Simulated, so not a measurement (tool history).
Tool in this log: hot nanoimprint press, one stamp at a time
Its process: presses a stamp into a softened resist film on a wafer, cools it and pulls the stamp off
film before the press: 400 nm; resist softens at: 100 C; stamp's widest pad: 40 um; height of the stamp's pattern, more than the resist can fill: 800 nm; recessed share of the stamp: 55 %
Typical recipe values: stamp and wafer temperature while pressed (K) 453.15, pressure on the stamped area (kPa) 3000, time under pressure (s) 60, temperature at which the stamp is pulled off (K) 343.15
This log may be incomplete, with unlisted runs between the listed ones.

run	hour	stamp and wafer temperature while pressed (K)	pressure on the stamped area (kPa)	time under pressure (s)	temperature at which the stamp is pulled off (K)	resist left under the stamp's widest pad (Å)	greatest force while the stamp is pulled off (N)
1	0.0	453.15	3000	60	343.15	2149	263
2	78.4	453.15	3000	60	343.15	2170	273
3	117.6	453.15	3000	60	341.15	2192	280
4	160.3	453.15	3000	60	341.15	2188	285
5	215.7	453.15	3000	60	341.15	2191	295
6	254.5	453.15	3000	60	343.15	2205	299
# hour 327.8: stamp cleaned and given a new release coat
7	342.3	453.15	3000	60	346.15	2208	206
8	415.5	453.15	3000	60	346.15	2246	224
# hour 424.2: plate thermocouple calibrated
9	479.1	453.15	3000	60	337.15	2261	230
10	566.9	453.15	3000	60	337.15	2262	250
# hour 643.6: press's hydraulic seals changed and the load cell set to zero
11	651.0	453.15	3000	60	337.15	2206	262
12	700.4	453.15	3000	60	343.15	2217	257
13	765.1	462.15	3000	60	343.15	1639	264
14	830.4	453.15	3000	60	343.15	2240	270
# hour 852.4: plate thermocouple calibrated, once more
15	898.1	453.15	3000	60	343.15	2098	275
16	976.1	454.15	3470	60	330.15	1908	314
17	1016.1	453.15	1970	60	343.15	2454	273
18	1081.0	449.15	2500	42	344.15	2832	293
# hour 1142.0: stamp cleaned and given a new release coat
19	1170.4	460.15	3000	57	343.15	1734	207
20	1238.7	453.15	3000	61	350.15	2119	215
21	1275.9	453.15	3000	61	350.15	2134	209
22	1332.4	453.15	3000	61	350.15	2140	225
23	1398.9	447.15	3000	48	337.15	2776	251
24	1457.9	447.15	3000	39	338.15	2958	263
# hour 1513.9: plate thermocouple calibrated
25	1548.2	447.15	3000	39	338.15	2867	257
26	1607.3	447.15	3000	39	338.15	2824	262
27	1661.2	447.15	3200	69	338.15	2408	276
28	1733.9	453.15	3910	74	338.15	1777	288
29	1803.3	457.15	3000	60	346.15	1909	280

Below, some changes in resist left under the stamp's widest pad (Å) between adjacent runs. For each, the amount present without the hidden state too (settings, incoming material, random variation) and the amount remaining for the hidden state with gauge scatter not shared by both compared results:
Hidden state at play: true temperature over the reading, C; pressure that arrives at the usual setting, %; grip of the stamp's worn release coat, % over a new coat's; drift of the gauge itself on residual_nm, %; drift of the gauge itself on pull_off_n, %.
Run 10 -> 11: press's hydraulic seals changed and the load cell set to zero. resist left under the stamp's widest pad (Å) -56: hidden state -78, all else +22.
Run 14 -> 15: plate thermocouple calibrated, once more. resist left under the stamp's widest pad (Å) -142: hidden state -137, all else -5.
Run 18 -> 19: stamp and wafer temperature while pressed (K) 449.15 -> 460.15, pressure on the stamped area (kPa) 2500 -> 3000, time under pressure (s) 42 -> 57, temperature at which the stamp is pulled off (K) 344.15 -> 343.15, stamp cleaned and given a new release coat. resist left under the stamp's widest pad (Å) -1098: hidden state +9, all else -1107.
Run 22 -> 23: stamp and wafer temperature while pressed (K) 453.15 -> 447.15, time under pressure (s) 61 -> 48, temperature at which the stamp is pulled off (K) 350.15 -> 337.15. resist left under the stamp's widest pad (Å) +636: hidden state +15, all else +621.
